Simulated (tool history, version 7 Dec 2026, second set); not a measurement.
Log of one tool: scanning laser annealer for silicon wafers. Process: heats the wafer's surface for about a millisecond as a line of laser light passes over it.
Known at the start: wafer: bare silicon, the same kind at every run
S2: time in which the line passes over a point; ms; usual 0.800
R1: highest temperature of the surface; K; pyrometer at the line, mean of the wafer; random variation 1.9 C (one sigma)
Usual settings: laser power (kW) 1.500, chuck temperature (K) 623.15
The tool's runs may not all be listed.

run 1 hour=0.0 | laser_power_(kW)=1.500 S2=0.800 chuck_temperature_(K)=623.15 | R1=1396.15
run 2 hour=30.0 | laser_power_(kW)=1.500 S2=0.800 chuck_temperature_(K)=623.15 | R1=1393.15
run 3 hour=63.4 | laser_power_(kW)=1.500 S2=0.800 chuck_temperature_(K)=623.15 | R1=1391.15
run 4 hour=98.4 | laser_power_(kW)=1.500 S2=0.800 chuck_temperature_(K)=623.15 | R1=1389.15
run 5 hour=130.5 | laser_power_(kW)=1.500 S2=0.800 chuck_temperature_(K)=623.15 | R1=1390.15
run 6 hour=150.5 | laser_power_(kW)=1.500 S2=0.800 chuck_temperature_(K)=623.15 | R1=1388.15
run 7 hour=182.1 | laser_power_(kW)=1.500 S2=0.800 chuck_temperature_(K)=623.15 | R1=1388.15
run 8 hour=204.5 | laser_power_(kW)=1.500 S2=0.800 chuck_temperature_(K)=623.15 | R1=1385.15
run 9 hour=223.7 | laser_power_(kW)=1.500 S2=0.800 chuck_temperature_(K)=623.15 | R1=1384.15
run 10 hour=261.6 | laser_power_(kW)=1.500 S2=0.800 chuck_temperature_(K)=623.15 | R1=1381.15

Run 11 comes next. What will it give?
run 11 hour=292.3 | laser_power_(kW)=1.500 S2=0.622 chuck_temperature_(K)=616.15 | R1=?

{"run 11": {"R1": 1295.15}}
Without the tool's hidden state the same run would have given R1 1328.15 K.
